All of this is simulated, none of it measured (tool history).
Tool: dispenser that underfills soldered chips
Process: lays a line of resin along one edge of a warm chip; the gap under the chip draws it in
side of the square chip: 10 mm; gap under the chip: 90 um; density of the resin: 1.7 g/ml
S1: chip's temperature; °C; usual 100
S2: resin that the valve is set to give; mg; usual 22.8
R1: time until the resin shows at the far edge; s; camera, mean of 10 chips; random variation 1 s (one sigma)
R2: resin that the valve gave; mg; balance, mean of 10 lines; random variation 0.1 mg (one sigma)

{"run": 1, "hour": 0.0, "S1": 100, "S2": 22.8, "R1": 137.6, "R2": 22.63}
{"hour": 2.1, "done": "new syringe of resin"}
{"run": 2, "hour": 9.3, "S1": 100, "S2": 22.8, "R1": 135.7, "R2": 22.7}
{"hour": 11.6, "done": "new syringe of resin"}
{"run": 3, "hour": 17.6, "S1": 100, "S2": 22.8, "R1": 129.2, "R2": 22.62}
{"hour": 21.4, "done": "new syringe of resin"}
{"run": 4, "hour": 28.7, "S1": 100, "S2": 21.9, "R1": 139.5, "R2": 21.48}
{"hour": 31.0, "done": "new syringe of resin"}
{"run": 5, "hour": 39.9, "S1": 100, "S2": 21.9, "R1": 147.3, "R2": 21.44}
{"hour": 41.3, "done": "new syringe of resin"}
{"hour": 50.8, "done": "new syringe of resin"}
{"run": 6, "hour": 54.4, "S1": 100, "S2": 21.9, "R1": 118, "R2": 21.46}
{"hour": 60.6, "done": "new syringe of resin"}
{"run": 7, "hour": 64.1, "S1": 100, "S2": 21.9, "R1": 121, "R2": 21.46}
{"hour": 70.2, "done": "new syringe of resin"}
{"run": 8, "hour": 75.3, "S1": 100, "S2": 21.9, "R1": 128.1, "R2": 21.3}
{"hour": 79.9, "done": "new syringe of resin"}
{"run": 9, "hour": 84.8, "S1": 88, "S2": 22.8, "R1": 189.7, "R2": 21.84}
{"hour": 90.1, "done": "new syringe of resin"}
{"run": 10, "hour": 93.3, "S1": 88, "S2": 25.2, "R1": 173.1, "R2": 24.55}
{"hour": 100.1, "done": "new syringe of resin"}
{"run": 11, "hour": 104.7, "S1": 88, "S2": 25.2, "R1": 182.9, "R2": 24.4}
{"hour": 109.9, "done": "new syringe of resin"}
{"hour": 113.7, "done": "dispensing valve cleaned and set on the balance"}
{"run": 12, "hour": 119.6, "S1": 88, "S2": 25.2, "R1": 219.2, "R2": 25.14}
{"hour": 120.9, "done": "new syringe of resin"}
{"hour": 130.3, "done": "new syringe of resin"}
{"run": 13, "hour": 131.7, "S1": 88, "S2": 25.2, "R1": 162.4, "R2": 25.08}
{"hour": 139.8, "done": "new syringe of resin"}
{"run": 14, "hour": 142.8, "S1": 96, "S2": 22.8, "R1": 135.4, "R2": 22.45}
{"hour": 149.3, "done": "new syringe of resin"}
{"run": 15, "hour": 149.8, "S1": 100, "S2": 19.6, "R1": 110.4, "R2": 19.39}
{"run": 16, "hour": 156.3, "S1": 104, "S2": 28.4, "R1": 116, "R2": 28.02}
{"hour": 158.7, "done": "new syringe of resin"}
{"run": 17, "hour": 163.7, "S1": 92, "S2": 21, "R1": 169.1, "R2": 20.69}
{"hour": 168.7, "done": "new syringe of resin"}
{"run": 18, "hour": 170.1, "S1": 93, "S2": 25.1, "R1": 137.5, "R2": 24.53}
{"hour": 179.2, "done": "new syringe of resin"}
{"run": 19, "hour": 184.5, "S1": 89, "S2": 28.8, "R1": 183.8, "R2": 27.87}
{"hour": 189.1, "done": "new syringe of resin"}
{"run": 20, "hour": 197.2, "S1": 88, "S2": 24.7, "R1": 217.7, "R2": 24.09}
{"hour": 199.2, "done": "new syringe of resin"}
{"hour": 208.8, "done": "new syringe of resin"}
{"run": 21, "hour": 208.8, "S1": 88, "S2": 24.7, "R1": 159.8, "R2": 23.78}
{"hour": 218.5, "done": "new syringe of resin"}
{"run": 22, "hour": 219.3, "S1": 88, "S2": 24.7, "R1": 165, "R2": 23.7}
{"run": 23, "hour": 225.6, "S1": 88, "S2": 24.7, "R1": 214.8, "R2": 23.8}
{"hour": 228.2, "done": "new syringe of resin"}
{"hour": 238.3, "done": "new syringe of resin"}
{"run": 24, "hour": 238.3, "S1": 98, "S2": 27.1, "R1": 111.7, "R2": 26}
{"hour": 240.1, "done": "dispensing valve cleaned and set on the balance"}
{"run": 25, "hour": 246.4, "S1": 98, "S2": 27.1, "R1": 145.7, "R2": 26.84}
{"hour": 249.1, "done": "new syringe of resin"}
{"run": 26, "hour": 253.8, "S1": 92, "S2": 22.8, "R1": 165.5, "R2": 22.58}
{"hour": 258.6, "done": "new syringe of resin"}
{"run": 27, "hour": 266.6, "S1": 89, "S2": 29.2, "R1": 208.9, "R2": 29}

4 ways to go on from here, each from the tool as it stands after run 27. What would each give?
{"hour": 268.2, "done": "new syringe of resin"}
{"hour": 278.4, "done": "new syringe of resin"}
{"run": "A", "hour": 279.9, "S1": 94, "S2": 22.1, "R1": "?", "R2": "?"}
{"hour": 268.2, "done": "new syringe of resin"}
{"hour": 278.4, "done": "new syringe of resin"}
{"run": "B", "hour": 279.9, "S1": 109, "S2": 20, "R1": "?", "R2": "?"}
{"hour": 268.2, "done": "new syringe of resin"}
{"hour": 278.4, "done": "new syringe of resin"}
{"run": "C", "hour": 279.9, "S1": 89, "S2": 23.9, "R1": "?", "R2": "?"}
{"hour": 268.2, "done": "new syringe of resin"}
{"hour": 278.4, "done": "new syringe of resin"}
{"run": "D", "hour": 279.9, "S1": 93, "S2": 22.8, "R1": "?", "R2": "?"}

run=A R1=139.8 R2=21.62
run=B R1=86.2 R2=19.77
run=C R1=163.4 R2=23.41
run=D R1=139.9 R2=22.45
Without the tool's hidden state the same runs would have given:
run=A R1=122.5 R2=21.97
run=B R1=75.9 R2=20.08
run=C R1=142.9 R2=23.78
run=D R1=122.5 R2=22.81
